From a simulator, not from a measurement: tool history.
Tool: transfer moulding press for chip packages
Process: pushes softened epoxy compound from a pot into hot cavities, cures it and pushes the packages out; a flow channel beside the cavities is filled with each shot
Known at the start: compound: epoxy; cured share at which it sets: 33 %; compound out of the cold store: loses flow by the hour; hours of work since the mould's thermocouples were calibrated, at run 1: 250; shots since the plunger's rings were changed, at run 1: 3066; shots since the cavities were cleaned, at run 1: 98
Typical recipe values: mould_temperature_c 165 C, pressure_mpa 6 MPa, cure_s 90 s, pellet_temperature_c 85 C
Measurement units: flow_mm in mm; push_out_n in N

run	hour	mould_temperature_c	pressure_mpa	cure_s	pellet_temperature_c	hours of work since the mould's thermocouples were calibrated	shots since the plunger's rings were changed	shots since the cavities were cleaned	incoming compound's hours out of the cold store	flow_mm	push_out_n
1	0	165	6	90	85	250	3066	98	33.3	769	310
2	24.8	165	6	90	85	262	3294	326	29.9	781	314
# hour 39.4: cavities cleaned with cleaning compound and waxed
3	56.2	165	6	90	85	277	3569	155	17.1	853	313
# hour 90.2: cavities cleaned with cleaning compound and waxed
4	104.8	165	6	90	79	300	4002	135	17.8	855	316
5	128.8	162	6	90	85	312	4222	355	26.9	806	371
# hour 142: cavities cleaned with cleaning compound and waxed
# hour 191.4: cavities cleaned with cleaning compound and waxed
6	191.4	162	6	90	85	341	4770	0	13.6	885	380
# hour 197.5: plunger's sealing rings changed
7	227.8	162	6	90	85	357	279	312	28	810	369
# hour 246.7: cavities cleaned with cleaning compound and waxed
8	257	165	6	90	85	371	534	95	34.7	762	305
# hour 298.5: cavities cleaned with cleaning compound and waxed
9	317.8	165	6	90	85	400	1079	177	26.5	804	319
# hour 348.1: cavities cleaned with cleaning compound and waxed
10	357	165	6	90	85	418	1426	82	10.9	889	329
11	392.7	165	6	87	85	436	1753	409	21.5	832	336
# hour 399.2: cavities cleaned with cleaning compound and waxed
# hour 448.8: cavities cleaned with cleaning compound and waxed
12	450.2	165	6	90	89	462	2254	13	22.9	828	319
13	484.1	165	6	90	89	479	2566	325	28.5	789	306
# hour 500.7: cavities cleaned with cleaning compound and waxed
14	519.9	165	6	90	89	496	2882	177	21.1	834	320
# hour 552.4: cavities cleaned with cleaning compound and waxed
15	552.9	165	6.76	90	90	511	3172	6	39.4	784	303
16	582.5	165	6.76	90	90	526	3443	277	12.8	931	323
# hour 602.6: cavities cleaned with cleaning compound and waxed
17	626.9	173	6.97	119	85	546	3837	223	27.9	829	252
# hour 656: cavities cleaned with cleaning compound and waxed
18	682.5	173	6.97	119	85	573	4335	244	12.3	912	257
# hour 705.4: cavities cleaned with cleaning compound and waxed
# hour 731.6: mould's thermocouples calibrated
19	731.6	173	6.14	117	87	0	4754	222	25.8	790	261
# hour 740.6: plunger's sealing rings changed
# hour 759.3: cavities cleaned with cleaning compound and waxed
20	787.3	165	4.94	90	85	25	416	258	33.3	692	320
# hour 812.3: cavities cleaned with cleaning compound and waxed
21	847.8	163	6.97	125	94	54	959	327	36.1	818	268
# hour 864.6: cavities cleaned with cleaning compound and waxed
22	900.2	171	6.56	130	84	79	1426	327	26	825	251
# hour 916.3: cavities cleaned with cleaning compound and waxed
23	949.7	165	6.56	130	93	102	1867	307	44.6	745	254
# hour 970.7: cavities cleaned with cleaning compound and waxed
24	982.5	165	6.2	117	95	118	2155	108	12.8	892	269
# hour 1020.9: cavities cleaned with cleaning compound and waxed
25	1025.7	160	7.46	116	95	138	2539	44	14.5	994	294
26	1058.6	165	6	118	85	154	2841	346	12	884	266
# hour 1072.3: cavities cleaned with cleaning compound and waxed
27	1100.1	165	6	118	85	174	3209	256	39	739	260

Each row is a separate what-if for the run after 27, all from the same tool condition, not one after another. Results?
# hour 1121.6: cavities cleaned with cleaning compound and waxed
A	1149.3	163	6	73	94	197	3648	255	10.9	?	?
# hour 1121.6: cavities cleaned with cleaning compound and waxed
B	1149.3	165	5.56	86	87	197	3648	255	37.1	?	?
# hour 1121.6: cavities cleaned with cleaning compound and waxed
C	1149.3	163	5.84	77	85	197	3648	255	10.8	?	?

run	flow_mm	push_out_n
A	893	532
B	721	322
C	891	507
Stripped of hidden state, with their random variation kept, the same runs would have yielded:
run	flow_mm	push_out_n
A	894	530
B	722	321
C	893	505
